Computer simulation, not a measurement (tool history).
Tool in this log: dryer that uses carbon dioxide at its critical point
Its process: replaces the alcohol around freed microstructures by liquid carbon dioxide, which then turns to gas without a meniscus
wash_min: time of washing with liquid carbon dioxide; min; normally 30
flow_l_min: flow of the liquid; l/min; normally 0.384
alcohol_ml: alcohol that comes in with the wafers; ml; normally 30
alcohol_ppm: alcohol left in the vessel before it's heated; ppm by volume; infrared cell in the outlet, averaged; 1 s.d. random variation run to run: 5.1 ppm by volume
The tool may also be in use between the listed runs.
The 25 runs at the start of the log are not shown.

run    hour  wash_min  flow_l_min  alcohol_ml  hours of work since the filter was changed  hours of work since the purifier's bed was changed  alcohol_ppm
 26  1038.2        39       0.248          64                                          85                                                 661          513
 27  1067.4        39       0.318          27                                          97                                                 674          195
 28  1117.3        39       0.318          27                                         119                                                 695          208
 29  1143.2        39       0.318          27                                         130                                                 707          202
 30  1178.8        22       0.318          27                                         146                                                 722          801
 31  1214.2        35       0.311          30                                         161                                                 738          292
 32  1257.4        31       0.441          30                                         180                                                 756          212
     1270.0  -- inlet filter changed
 33  1301.5        30       0.384          38                                          14                                                 775          224
 34  1329.5        30       0.384          38                                          26                                                 787          236
 35  1365.9        42       0.472          47                                          42                                                 803          159

Run 36 has not been measured yet. What should we expect?
 36  1401.6        30       0.441          30                                          57                                                 819            ?

{"run 36": {"alcohol_ppm": 184}}
The same run, on a tool lacking any hidden state, would have yielded alcohol_ppm 20 ppm by volume.

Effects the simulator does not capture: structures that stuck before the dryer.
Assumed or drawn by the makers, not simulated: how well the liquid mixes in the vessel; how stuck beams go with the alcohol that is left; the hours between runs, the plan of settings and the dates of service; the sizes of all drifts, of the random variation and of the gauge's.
